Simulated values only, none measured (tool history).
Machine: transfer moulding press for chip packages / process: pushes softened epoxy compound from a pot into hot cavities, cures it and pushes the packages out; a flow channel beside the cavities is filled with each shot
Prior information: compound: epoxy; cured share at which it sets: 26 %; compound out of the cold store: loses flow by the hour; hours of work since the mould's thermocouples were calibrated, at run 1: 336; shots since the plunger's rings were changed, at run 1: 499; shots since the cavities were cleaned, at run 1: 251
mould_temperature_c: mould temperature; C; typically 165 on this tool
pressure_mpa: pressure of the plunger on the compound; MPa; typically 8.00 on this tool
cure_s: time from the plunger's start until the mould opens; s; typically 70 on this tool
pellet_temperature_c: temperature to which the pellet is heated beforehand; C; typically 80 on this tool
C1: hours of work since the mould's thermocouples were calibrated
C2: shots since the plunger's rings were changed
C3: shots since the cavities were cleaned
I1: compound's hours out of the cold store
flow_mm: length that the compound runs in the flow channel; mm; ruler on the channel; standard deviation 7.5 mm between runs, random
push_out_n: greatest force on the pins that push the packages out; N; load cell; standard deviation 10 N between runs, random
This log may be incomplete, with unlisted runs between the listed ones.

{"run": 1, "hour": 0.0, "mould_temperature_c": 165, "pressure_mpa": 8.0, "cure_s": 70, "pellet_temperature_c": 80, "C1": 336, "C2": 499, "C3": 251, "I1": 33.1, "flow_mm": 796, "push_out_n": 573}
{"hour": 50.6, "done": "cavities cleaned with cleaning compound and waxed"}
{"run": 2, "hour": 59.3, "mould_temperature_c": 165, "pressure_mpa": 7.12, "cure_s": 70, "pellet_temperature_c": 80, "C1": 375, "C2": 1404, "C3": 137, "I1": 43.7, "flow_mm": 717, "push_out_n": 519}
{"hour": 121.7, "done": "cavities cleaned with cleaning compound and waxed"}
{"run": 3, "hour": 127.8, "mould_temperature_c": 165, "pressure_mpa": 8.0, "cure_s": 70, "pellet_temperature_c": 85, "C1": 419, "C2": 2454, "C3": 96, "I1": 44.1, "flow_mm": 745, "push_out_n": 500}
{"hour": 188.5, "done": "cavities cleaned with cleaning compound and waxed"}
{"run": 4, "hour": 188.7, "mould_temperature_c": 165, "pressure_mpa": 8.0, "cure_s": 70, "pellet_temperature_c": 80, "C1": 459, "C2": 3384, "C3": 4, "I1": 12.6, "flow_mm": 822, "push_out_n": 502}
{"hour": 229.7, "done": "mould's thermocouples calibrated"}
{"hour": 259.0, "done": "cavities cleaned with cleaning compound and waxed"}
{"run": 5, "hour": 273.3, "mould_temperature_c": 165, "pressure_mpa": 8.0, "cure_s": 70, "pellet_temperature_c": 80, "C1": 28, "C2": 4655, "C3": 225, "I1": 29.0, "flow_mm": 752, "push_out_n": 530}
{"hour": 325.4, "done": "cavities cleaned with cleaning compound and waxed"}
{"run": 6, "hour": 331.2, "mould_temperature_c": 165, "pressure_mpa": 8.0, "cure_s": 57, "pellet_temperature_c": 80, "C1": 65, "C2": 5538, "C3": 92, "I1": 42.3, "flow_mm": 695, "push_out_n": 858}
{"hour": 391.5, "done": "cavities cleaned with cleaning compound and waxed"}
{"run": 7, "hour": 406.6, "mould_temperature_c": 165, "pressure_mpa": 8.0, "cure_s": 57, "pellet_temperature_c": 80, "C1": 114, "C2": 6695, "C3": 236, "I1": 40.4, "flow_mm": 681, "push_out_n": 926}
{"hour": 422.7, "done": "plunger's sealing rings changed"}
{"hour": 461.4, "done": "cavities cleaned with cleaning compound and waxed"}
{"run": 8, "hour": 477.4, "mould_temperature_c": 165, "pressure_mpa": 8.0, "cure_s": 57, "pellet_temperature_c": 80, "C1": 159, "C2": 835, "C3": 252, "I1": 46.2, "flow_mm": 771, "push_out_n": 956}
{"hour": 526.8, "done": "cavities cleaned with cleaning compound and waxed"}
{"run": 9, "hour": 545.1, "mould_temperature_c": 165, "pressure_mpa": 8.0, "cure_s": 70, "pellet_temperature_c": 80, "C1": 203, "C2": 1871, "C3": 287, "I1": 31.3, "flow_mm": 792, "push_out_n": 560}
{"run": 10, "hour": 586.7, "mould_temperature_c": 165, "pressure_mpa": 8.0, "cure_s": 70, "pellet_temperature_c": 80, "C1": 230, "C2": 2523, "C3": 939, "I1": 33.8, "flow_mm": 775, "push_out_n": 648}
{"hour": 591.9, "done": "cavities cleaned with cleaning compound and waxed"}
{"hour": 659.5, "done": "cavities cleaned with cleaning compound and waxed"}
{"run": 11, "hour": 668.1, "mould_temperature_c": 165, "pressure_mpa": 8.0, "cure_s": 70, "pellet_temperature_c": 80, "C1": 282, "C2": 3750, "C3": 133, "I1": 26.0, "flow_mm": 781, "push_out_n": 511}
{"hour": 725.8, "done": "cavities cleaned with cleaning compound and waxed"}
{"run": 12, "hour": 729.7, "mould_temperature_c": 165, "pressure_mpa": 8.0, "cure_s": 70, "pellet_temperature_c": 80, "C1": 322, "C2": 4691, "C3": 61, "I1": 29.1, "flow_mm": 756, "push_out_n": 509}
{"run": 13, "hour": 784.7, "mould_temperature_c": 165, "pressure_mpa": 8.0, "cure_s": 70, "pellet_temperature_c": 80, "C1": 359, "C2": 5553, "C3": 923, "I1": 11.5, "flow_mm": 797, "push_out_n": 702}
{"hour": 794.3, "done": "cavities cleaned with cleaning compound and waxed"}
{"hour": 861.9, "done": "cavities cleaned with cleaning compound and waxed"}
{"run": 14, "hour": 861.9, "mould_temperature_c": 168, "pressure_mpa": 8.0, "cure_s": 70, "pellet_temperature_c": 85, "C1": 408, "C2": 6716, "C3": 0, "I1": 14.9, "flow_mm": 753, "push_out_n": 400}
{"hour": 879.0, "done": "plunger's sealing rings changed"}
{"hour": 932.1, "done": "cavities cleaned with cleaning compound and waxed"}
{"run": 15, "hour": 946.8, "mould_temperature_c": 166, "pressure_mpa": 8.0, "cure_s": 70, "pellet_temperature_c": 81, "C1": 461, "C2": 1039, "C3": 231, "I1": 17.6, "flow_mm": 854, "push_out_n": 532}
{"hour": 984.5, "done": "mould's thermocouples calibrated"}
{"run": 16, "hour": 997.1, "mould_temperature_c": 165, "pressure_mpa": 7.67, "cure_s": 56, "pellet_temperature_c": 80, "C1": 8, "C2": 1794, "C3": 986, "I1": 45.3, "flow_mm": 727, "push_out_n": 1099}
{"hour": 1006.2, "done": "cavities cleaned with cleaning compound and waxed"}
{"run": 17, "hour": 1040.1, "mould_temperature_c": 160, "pressure_mpa": 7.51, "cure_s": 105, "pellet_temperature_c": 72, "C1": 36, "C2": 2444, "C3": 530, "I1": 9.3, "flow_mm": 846, "push_out_n": 384}
{"hour": 1073.4, "done": "cavities cleaned with cleaning compound and waxed"}
{"run": 18, "hour": 1098.4, "mould_temperature_c": 160, "pressure_mpa": 7.51, "cure_s": 105, "pellet_temperature_c": 72, "C1": 74, "C2": 3334, "C3": 392, "I1": 32.2, "flow_mm": 753, "push_out_n": 380}
{"hour": 1146.1, "done": "cavities cleaned with cleaning compound and waxed"}
{"run": 19, "hour": 1150.2, "mould_temperature_c": 160, "pressure_mpa": 7.51, "cure_s": 105, "pellet_temperature_c": 72, "C1": 107, "C2": 4123, "C3": 65, "I1": 40.5, "flow_mm": 721, "push_out_n": 327}
{"hour": 1211.5, "done": "cavities cleaned with cleaning compound and waxed"}
{"run": 20, "hour": 1237.8, "mould_temperature_c": 166, "pressure_mpa": 7.51, "cure_s": 105, "pellet_temperature_c": 84, "C1": 164, "C2": 5471, "C3": 412, "I1": 19.4, "flow_mm": 748, "push_out_n": 337}
{"hour": 1281.3, "done": "cavities cleaned with cleaning compound and waxed"}
{"run": 21, "hour": 1290.9, "mould_temperature_c": 170, "pressure_mpa": 8.78, "cure_s": 105, "pellet_temperature_c": 84, "C1": 198, "C2": 6279, "C3": 150, "I1": 46.4, "flow_mm": 689, "push_out_n": 306}
{"hour": 1329.8, "done": "plunger's sealing rings changed"}
{"run": 22, "hour": 1329.8, "mould_temperature_c": 170, "pressure_mpa": 8.78, "cure_s": 105, "pellet_temperature_c": 84, "C1": 222, "C2": 0, "C3": 720, "I1": 40.0, "flow_mm": 826, "push_out_n": 368}
{"hour": 1348.9, "done": "cavities cleaned with cleaning compound and waxed"}
{"hour": 1417.4, "done": "cavities cleaned with cleaning compound and waxed"}
{"run": 23, "hour": 1420.7, "mould_temperature_c": 170, "pressure_mpa": 8.78, "cure_s": 105, "pellet_temperature_c": 84, "C1": 281, "C2": 1378, "C3": 53, "I1": 13.7, "flow_mm": 878, "push_out_n": 275}
{"run": 24, "hour": 1461.1, "mould_temperature_c": 170, "pressure_mpa": 8.78, "cure_s": 105, "pellet_temperature_c": 84, "C1": 307, "C2": 2011, "C3": 686, "I1": 8.2, "flow_mm": 900, "push_out_n": 366}
{"hour": 1483.9, "done": "cavities cleaned with cleaning compound and waxed"}
{"run": 25, "hour": 1511.0, "mould_temperature_c": 170, "pressure_mpa": 8.78, "cure_s": 105, "pellet_temperature_c": 84, "C1": 340, "C2": 2768, "C3": 424, "I1": 32.3, "flow_mm": 796, "push_out_n": 340}
{"hour": 1554.3, "done": "cavities cleaned with cleaning compound and waxed"}
{"run": 26, "hour": 1570.7, "mould_temperature_c": 169, "pressure_mpa": 8.09, "cure_s": 70, "pellet_temperature_c": 80, "C1": 378, "C2": 3680, "C3": 257, "I1": 41.7, "flow_mm": 735, "push_out_n": 422}

3 ways to go on from here, each from the tool as it stands after run 26. What would each give?
{"hour": 1625.4, "done": "cavities cleaned with cleaning compound and waxed"}
{"run": "A", "hour": 1651.0, "mould_temperature_c": 165, "pressure_mpa": 9.89, "cure_s": 70, "pellet_temperature_c": 85, "C1": 430, "C2": 4915, "C3": 401, "I1": 28.4, "flow_mm": "?", "push_out_n": "?"}
{"hour": 1625.4, "done": "cavities cleaned with cleaning compound and waxed"}
{"run": "B", "hour": 1651.0, "mould_temperature_c": 159, "pressure_mpa": 7.15, "cure_s": 89, "pellet_temperature_c": 80, "C1": 430, "C2": 4915, "C3": 401, "I1": 46.7, "flow_mm": "?", "push_out_n": "?"}
{"hour": 1625.4, "done": "cavities cleaned with cleaning compound and waxed"}
{"run": "C", "hour": 1651.0, "mould_temperature_c": 169, "pressure_mpa": 8.61, "cure_s": 96, "pellet_temperature_c": 85, "C1": 430, "C2": 4915, "C3": 401, "I1": 20.6, "flow_mm": "?", "push_out_n": "?"}

run=A flow_mm=828 push_out_n=571
run=B flow_mm=668 push_out_n=490
run=C flow_mm=787 push_out_n=340
Without the tool's unlogged condition, the same runs would have read:
run=A flow_mm=920 push_out_n=443
run=B flow_mm=742 push_out_n=382
run=C flow_mm=875 push_out_n=274
